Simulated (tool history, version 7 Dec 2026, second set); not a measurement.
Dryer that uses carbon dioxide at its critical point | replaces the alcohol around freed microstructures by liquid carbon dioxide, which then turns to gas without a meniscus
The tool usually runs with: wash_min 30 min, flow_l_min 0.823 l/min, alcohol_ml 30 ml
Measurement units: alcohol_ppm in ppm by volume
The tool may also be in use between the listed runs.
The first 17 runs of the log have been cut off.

run	hour	wash_min	flow_l_min	alcohol_ml	hours of work since the filter was changed	hours of work since the purifier's bed was changed	alcohol_ppm
18	756.2	30	1.145	30	108	303	71
19	789.2	30	1.287	30	119	313	54
20	855.7	30	1.287	30	141	336	50
21	917.9	40	0.532	91	162	356	427
22	957.6	21	1.236	118	175	369	196
23	1009.4	28	1.236	118	192	386	94
24	1071.5	19	1.041	37	213	407	237
25	1103.3	42	1.374	44	223	418	78
26	1132.7	30	0.823	37	233	427	150
27	1170.7	30	0.823	37	245	440	153
# hour 1196.8: inlet filter changed
28	1208.8	30	0.823	37	4	452	128
29	1255.3	30	1.085	37	19	468	99
30	1291.2	21	0.823	88	31	479	648
31	1329.6	36	1.195	51	44	492	97
32	1370.8	36	1.195	51	58	506	95
33	1432.9	29	0.947	30	78	526	118
34	1492.8	29	0.623	28	98	546	281
35	1531.0	29	0.623	28	111	559	290
36	1570.1	29	0.497	118	124	572	1816
37	1605.2	29	0.497	118	135	583	1822
38	1652.6	29	0.497	118	151	599	1895
39	1704.6	35	1.175	68	168	616	113
40	1732.9	21	0.823	42	178	626	446

Each row is a separate what-if for the run after 40, all from the same tool condition, not one after another. Results?
A	1765.9	30	0.823	29	188	637	?
B	1765.9	30	0.908	78	188	637	?
C	1765.9	21	0.545	41	188	637	?

run	alcohol_ppm
A	167
B	202
C	1247
Had the tool no hidden state, the same runs would have come out as:
run	alcohol_ppm
A	39
B	61
C	980
